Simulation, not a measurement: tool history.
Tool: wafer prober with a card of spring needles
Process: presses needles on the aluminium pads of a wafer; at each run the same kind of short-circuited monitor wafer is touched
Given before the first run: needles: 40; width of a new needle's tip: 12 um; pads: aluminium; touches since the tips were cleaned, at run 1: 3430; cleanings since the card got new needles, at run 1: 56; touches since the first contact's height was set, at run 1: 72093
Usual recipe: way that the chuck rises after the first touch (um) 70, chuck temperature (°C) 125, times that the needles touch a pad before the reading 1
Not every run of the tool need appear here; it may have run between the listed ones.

run,day,way that the chuck rises after the first touch (um),chuck temperature (°C),times that the needles touch a pad before the reading,touches since the tips were cleaned,cleanings since the card got new needles,touches since the first contact's height was set,resistance of one needle with its contact and lead (mohm),way that a needle slides on the pad (um)
1,0.000,70,125,1,3430,56,72093,117,15.11
# day 0.621: tips cleaned on abrasive film
# day 1.529: tips cleaned on abrasive film
2,1.975,70,125,1,4459,58,91840,117,15.07
# day 2.500: tips cleaned on abrasive film
3,2.875,70,125,1,3778,59,100848,117,15.02
# day 3.388: tips cleaned on abrasive film
# day 4.350: tips cleaned on abrasive film
4,4.496,52,125,1,1455,61,117035,121,11.17
# day 5.279: tips cleaned on abrasive film
# day 6.146: tips cleaned on abrasive film
5,6.479,70,70,1,3363,63,136896,111,14.99
# day 7.158: tips cleaned on abrasive film
# day 8.038: tips cleaned on abrasive film
# day 8.183: height of the first contact set anew
6,8.558,70,38,1,5117,65,3770,105,15.03
# day 8.908: tips cleaned on abrasive film
7,9.629,70,125,3,7217,66,14459,116,14.99
# day 9.821: tips cleaned on abrasive film
# day 10.838: tips cleaned on abrasive film
8,10.933,70,125,3,933,68,27477,116,14.97
# day 11.754: tips cleaned on abrasive film
9,12.600,55,125,1,8514,69,44203,121,11.75
# day 12.696: tips cleaned on abrasive film
# day 13.562: tips cleaned on abrasive film
10,14.154,55,125,1,5939,71,59702,119,11.75
# day 14.554: tips cleaned on abrasive film
# day 15.488: tips cleaned on abrasive film
11,16.238,70,125,1,7561,73,80575,116,14.95
# day 16.517: tips cleaned on abrasive film
# day 17.496: tips cleaned on abrasive film
12,18.288,70,125,1,7946,75,101090,117,14.89
# day 18.383: tips cleaned on abrasive film
# day 19.262: tips cleaned on abrasive film
13,19.708,70,125,1,4505,77,115284,118,14.93
# day 20.171: tips cleaned on abrasive film
# day 21.042: tips cleaned on abrasive film
14,21.621,70,125,1,5826,79,134416,119,14.85
# day 21.946: tips cleaned on abrasive film
# day 22.879: tips cleaned on abrasive film
15,22.879,70,125,1,0,81,146937,117,14.88
# day 23.492: height of the first contact set anew
# day 23.808: tips cleaned on abrasive film
# day 24.783: tips cleaned on abrasive film
16,24.804,70,125,1,197,83,13105,119,14.83
# day 25.662: tips cleaned on abrasive film
17,26.471,72,125,1,8144,84,29808,115,15.22
# day 26.583: tips cleaned on abrasive film
# day 27.458: tips cleaned on abrasive film
18,27.579,72,125,2,1214,86,40856,117,15.22
# day 28.333: tips cleaned on abrasive film
# day 29.308: tips cleaned on abrasive film
19,29.562,59,51,3,2549,88,60683,108,12.53
# day 30.312: tips cleaned on abrasive film
20,30.446,75,94,1,1354,89,69530,109,15.81
# day 31.325: tips cleaned on abrasive film
# day 32.221: tips cleaned on abrasive film
21,32.379,70,54,2,1583,91,88858,108,14.74
# day 33.171: tips cleaned on abrasive film
# day 34.058: tips cleaned on abrasive film
22,34.083,62,104,2,246,93,105890,118,13.04
# day 35.033: tips cleaned on abrasive film
23,35.250,75,107,1,2177,94,117574,115,15.75
# day 35.908: gauge calibrated
# day 35.912: tips cleaned on abrasive film
# day 36.833: tips cleaned on abrasive film
24,36.833,75,107,3,0,96,133408,111,16.18
# day 37.846: tips cleaned on abrasive film
25,38.654,75,107,3,8135,97,151663,114,16.17
# day 38.808: tips cleaned on abrasive film
# day 38.821: height of the first contact set anew
# day 39.717: tips cleaned on abrasive film
26,40.508,75,107,3,7973,99,16902,112,16.09
# day 40.604: tips cleaned on abrasive film
# day 41.521: tips cleaned on abrasive film
27,41.583,70,81,2,638,101,27627,109,15.11
# day 42.400: tips cleaned on abrasive film
28,43.079,70,45,1,6820,102,42604,106,15.01
# day 43.262: tips cleaned on abrasive film
# day 44.188: tips cleaned on abrasive film
29,44.792,70,52,1,6030,104,59696,109,15.04
# day 45.129: tips cleaned on abrasive film
# day 46.142: tips cleaned on abrasive film
30,46.179,70,52,1,395,106,73588,110,15.01
# day 47.017: tips cleaned on abrasive film
31,47.758,70,52,1,7455,107,89398,107,14.96
# day 47.921: tips cleaned on abrasive film
# day 48.858: tips cleaned on abrasive film
32,49.192,70,52,1,3372,109,103718,107,14.95

For some of the steps in way that a needle slides on the pad (um) from one run to the next: how much would appear even if the tool had no hidden state, given the settings, what came in and random variation, and how much remains for the hidden state plus any gauge scatter that the measured result and the result without hidden state don't share?
What the log doesn't record here: debris on the tips, nm; way that the needles fall short of the set height, um; tips' diameter, um; drift of the gauge itself on contact_mohm, %; drift of the gauge itself on scrub_um, %.
Run 3 -> 4: way that the chuck rises after the first touch (um) 70 -> 52, tips cleaned on abrasive film, tips cleaned on abrasive film. way that a needle slides on the pad (um) -3.85: hidden state +0.00, all else -3.85.
Run 4 -> 5: way that the chuck rises after the first touch (um) 52 -> 70, chuck temperature (°C) 125 -> 70, tips cleaned on abrasive film, tips cleaned on abrasive film. way that a needle slides on the pad (um) +3.82: hidden state -0.04, all else +3.86.
Run 19 -> 20: way that the chuck rises after the first touch (um) 59 -> 75, chuck temperature (°C) 51 -> 94, times that the needles touch a pad before the reading 3 -> 1, tips cleaned on abrasive film. way that a needle slides on the pad (um) +3.28: hidden state -0.07, all else +3.35.
Run 22 -> 23: way that the chuck rises after the first touch (um) 62 -> 75, chuck temperature (°C) 104 -> 107, times that the needles touch a pad before the reading 2 -> 1, tips cleaned on abrasive film. way that a needle slides on the pad (um) +2.71: hidden state -0.08, all else +2.79.
Run 23 -> 24: times that the needles touch a pad before the reading 1 -> 3, gauge calibrated, tips cleaned on abrasive film, tips cleaned on abrasive film. way that a needle slides on the pad (um) +0.43: hidden state +0.38, all else +0.05.

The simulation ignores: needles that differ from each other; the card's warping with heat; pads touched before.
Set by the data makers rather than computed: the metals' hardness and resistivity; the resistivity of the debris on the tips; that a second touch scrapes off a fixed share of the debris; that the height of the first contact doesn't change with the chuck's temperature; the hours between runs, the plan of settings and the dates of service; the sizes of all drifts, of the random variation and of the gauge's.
